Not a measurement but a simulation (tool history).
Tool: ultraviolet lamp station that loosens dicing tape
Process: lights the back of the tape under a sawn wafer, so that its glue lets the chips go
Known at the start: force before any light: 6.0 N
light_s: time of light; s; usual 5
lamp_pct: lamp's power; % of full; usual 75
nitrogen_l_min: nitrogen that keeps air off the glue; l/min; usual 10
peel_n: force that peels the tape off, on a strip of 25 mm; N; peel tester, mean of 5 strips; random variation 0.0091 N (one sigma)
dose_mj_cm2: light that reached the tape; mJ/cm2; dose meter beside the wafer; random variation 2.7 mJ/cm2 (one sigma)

| run | hour | light_s | lamp_pct | nitrogen_l_min | peel_n | dose_mj_cm2 |
|---|---|---|---|---|---|---|
| 1 | 0 | 5 | 75 | 10 | 0.516 | 313 |
| 2 | 7.1 | 9 | 75 | 10 | 0.222 | 548 |
| 3 | 19.8 | 9 | 75 | 10 | 0.213 | 551 |
| 4 | 30.4 | 9 | 75 | 10 | 0.212 | 554 |
| 5 | 40.3 | 4 | 75 | 10 | 0.768 | 246 |
| 6 | 46.3 | 4 | 75 | 10 | 0.757 | 253 |
| 7 | 59.1 | 4 | 75 | 10 | 0.783 | 246 |
| 8 | 70.8 | 4 | 75 | 10 | 0.778 | 243 |
| 9 | 81 | 4 | 75 | 10 | 0.764 | 250 |
| 10 | 92.1 | 5 | 75 | 9 | 0.546 | 306 |
| 11 | 102.8 | 5 | 75 | 10 | 0.542 | 306 |
| 12 | 116 | 5 | 71 | 10 | 0.581 | 288 |
| 13 | 121.8 | 5 | 71 | 10 | 0.601 | 288 |
| 14 | 129.1 | 5 | 71 | 10 | 0.574 | 286 |
| 15 | 141.1 | 5 | 71 | 10 | 0.609 | 286 |
| 16 | 149 | 5 | 71 | 10 | 0.59 | 287 |
| 17 | 161 | 5 | 75 | 10 | 0.529 | 297 |
| 18 | 168.5 | 5 | 75 | 10 | 0.58 | 300 |
| 19 | 173.9 | 6 | 75 | 10 | 0.376 | 359 |
| 20 | 180.1 | 5 | 63 | 10 | 0.73 | 251 |
| 21 | 187.7 | 5 | 63 | 10 | 0.74 | 251 |
| 22 | 200 | 5 | 63 | 10 | 0.757 | 250 |
| 23 | 210.5 | 8 | 85 | 14 | 0.202 | 535 |
| 24 | 218.9 | 4 | 92 | 5 | 0.783 | 293 |
| 25 | 225.1 | 7 | 93 | 5 | 0.282 | 516 |
| 26 | 237.2 | 4 | 93 | 6 | 0.724 | 292 |
| 27 | 249.3 | 3 | 75 | 4 | 1.762 | 179 |
| 28 | 257.5 | 3 | 75 | 4 | 1.747 | 177 |
| 29 | 268.5 | 3 | 75 | 4 | 1.747 | 173 |
| 30 | 277.5 | 3 | 75 | 4 | 1.752 | 176 |
| 31 | 287.6 | 5 | 81 | 9 | 0.528 | 316 |
| 32 | 300.2 | 6 | 75 | 9 | 0.429 | 349 |
| 33 | 307 | 6 | 79 | 9 | 0.397 | 365 |
| 34 | 315.2 | 5 | 75 | 18 | 0.456 | 292 |
| 35 | 322.6 | 5 | 75 | 18 | 0.484 | 286 |
| 36 | 335.2 | 5 | 75 | 18 | 0.469 | 290 |
| 37 | 341.6 | 5 | 75 | 18 | 0.478 | 286 |
| 38 | 351.4 | 5 | 75 | 18 | 0.474 | 290 |
| 39 | 360 | 3 | 75 | 4 | 1.513 | 198 |
| 40 | 371.2 | 3 | 75 | 4 | 1.537 | 197 |
| 41 | 377.9 | 3 | 75 | 4 | 1.514 | 195 |
| 42 | 389.1 | 5 | 76 | 5 | 0.621 | 329 |
| 43 | 399.6 | 5 | 99 | 17 | 0.255 | 424 |
| 44 | 405.4 | 4 | 98 | 9 | 0.449 | 339 |

Taken out of this log: 1 entry between the listed runs. Where each belongs, and how the hidden state differs across it:
Between runs 38 and 39: window cleaned of glue's vapour (hour 359.9)
  lamp's light, % of a new lamp's: 90.7 -> 90.6; light that the window lets through, % of a clean one's: 87.9 -> 99.8
  measured less the result without the state, peel_n: +0.155 -> +0.19 N; dose_mj_cm2: -74 -> -21 mJ/cm2
